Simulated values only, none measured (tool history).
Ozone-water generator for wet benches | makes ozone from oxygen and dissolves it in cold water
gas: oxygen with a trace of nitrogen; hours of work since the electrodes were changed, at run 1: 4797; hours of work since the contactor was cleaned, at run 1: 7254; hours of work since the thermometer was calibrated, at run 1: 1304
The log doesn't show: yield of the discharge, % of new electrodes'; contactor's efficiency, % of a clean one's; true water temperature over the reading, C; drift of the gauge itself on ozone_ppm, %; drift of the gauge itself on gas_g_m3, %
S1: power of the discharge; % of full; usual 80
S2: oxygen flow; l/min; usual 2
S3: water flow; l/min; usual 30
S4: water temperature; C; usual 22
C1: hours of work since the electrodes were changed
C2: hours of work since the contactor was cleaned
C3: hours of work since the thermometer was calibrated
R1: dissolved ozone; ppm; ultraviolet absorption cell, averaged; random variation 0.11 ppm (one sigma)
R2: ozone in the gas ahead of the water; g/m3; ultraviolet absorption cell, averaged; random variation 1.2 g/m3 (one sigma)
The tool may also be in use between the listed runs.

| run | day | S1 | S2 | S3 | S4 | C1 | C2 | C3 | R1 | R2 |
|---|---|---|---|---|---|---|---|---|---|---|
| 1 | 0 | 80 | 2 | 30 | 22 | 4797 | 7254 | 1304 | 5.7 | 191.3 |
| 2 | 5.675 | 80 | 2 | 30 | 22 | 4921 | 7378 | 1428 | 5.6 | 190.1 |
| 3 | 8.954 | 80 | 2 | 30 | 22 | 4993 | 7450 | 1500 | 5.8 | 189.1 |
| 4 | 14.117 | 80 | 2 | 30 | 19 | 5106 | 7563 | 1613 | 5.5 | 187.5 |
| 5 | 16.617 | 80 | 2 | 30 | 19 | 5161 | 7618 | 1668 | 5.7 | 188.8 |
|  | 17.3 | contactor cleaned |
| 6 | 20.838 | 80 | 2.34 | 30 | 19 | 5249 | 77 | 1756 | 5.8 | 178.6 |
| 7 | 23.725 | 80 | 2.34 | 30 | 19 | 5312 | 140 | 1819 | 5.7 | 175.7 |
|  | 25.783 | contactor cleaned, once more |
| 8 | 29.167 | 80 | 2.34 | 30 | 19 | 5428 | 74 | 1935 | 6.5 | 175.3 |
| 9 | 32.283 | 97 | 1.49 | 30 | 22 | 5496 | 142 | 2003 | 5.7 | 240.8 |
| 10 | 36.725 | 61 | 1.8 | 23 | 21 | 5593 | 239 | 2100 | 5.9 | 155.7 |
| 11 | 40.3 | 80 | 1 | 29 | 22 | 5671 | 317 | 2178 | 4.3 | 235.2 |
| 12 | 43.267 | 89 | 1.49 | 29 | 14 | 5736 | 382 | 2243 | 5.8 | 219.4 |
| 13 | 46.483 | 51 | 1.83 | 22 | 16 | 5806 | 453 | 2313 | 5.7 | 132 |

Hidden state at the last listed run before each entry between runs and at the first one after, where it differs:
Between runs 5 and 6: contactor cleaned (day 17.3)
  yield of the discharge, % of new electrodes': 85.5 -> 85.2; contactor's efficiency, % of a clean one's: 91.1 -> 88.4
  measured less the result without the state, R1: -1.5 -> -1.8 ppm; R2: -36.2 -> -34.8 g/m3
Between runs 7 and 8: contactor cleaned, once more (day 25.783)
  yield of the discharge, % of new electrodes': 85 -> 84.7; contactor's efficiency, % of a clean one's: 88.3 -> 99.9
  measured less the result without the state, R1: -1.7 -> -1.3 ppm; R2: -35 -> -35.8 g/m3
